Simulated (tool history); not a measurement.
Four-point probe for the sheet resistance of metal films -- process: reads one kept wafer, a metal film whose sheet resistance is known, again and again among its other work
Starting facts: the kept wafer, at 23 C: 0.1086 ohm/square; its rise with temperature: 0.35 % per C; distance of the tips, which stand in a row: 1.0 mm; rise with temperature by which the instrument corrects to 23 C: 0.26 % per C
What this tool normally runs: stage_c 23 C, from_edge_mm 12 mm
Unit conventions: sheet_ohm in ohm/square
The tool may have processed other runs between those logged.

run	day	stage_c	from_edge_mm	sheet_ohm
1	0	23	12	0.108491
2	1.975	23	12	0.108493
3	5.192	23	12	0.108485
4	7.346	19	12	0.108082
5	11.479	19	12	0.108132
6	14.812	23	12	0.108468
7	19.179	23	12	0.108443
8	23.238	23	53	0.108104
9	25.604	23	12	0.108503
10	28.758	23	12	0.108476
11	32.692	23	4	0.111588
12	36.104	23	4	0.111581
13	40.208	23	12	0.108449
14	44.762	23	12	0.108429
15	48.033	23	12	0.108472
16	51.242	23	12	0.108449
17	54.092	23	12	0.10844
18	57.783	35	3	0.11532
19	61.629	23	35	0.108083
20	66.033	23	12	0.108492
21	70.104	21	12	0.108219
22	72.917	26	26	0.108388
23	74.9	25	5	0.110492
24	77.038	25	27	0.108302
25	79.571	33	15	0.10924
26	82.162	26	15	0.108603
# day 83.396: stage's thermometer calibrated
27	85.85	23	11	0.108224
28	88.192	23	11	0.108219
29	90.058	26	12	0.108462
30	92.838	26	12	0.108429
31	97.412	21	7	0.108727
32	101.688	29	15	0.108584
33	106.042	20	12	0.107812
34	108.079	20	3	0.113445

What if the next run were any one of these 3? Each begins from the tool's condition after run 34:
A	111.4	25	6	?
B	111.4	21	12	?
C	111.4	23	11	?

run	sheet_ohm
A	0.109495
B	0.107943
C	0.108178
With no hidden state in the tool, these same runs would have given:
run	sheet_ohm
A	0.110384
B	0.10882
C	0.109057
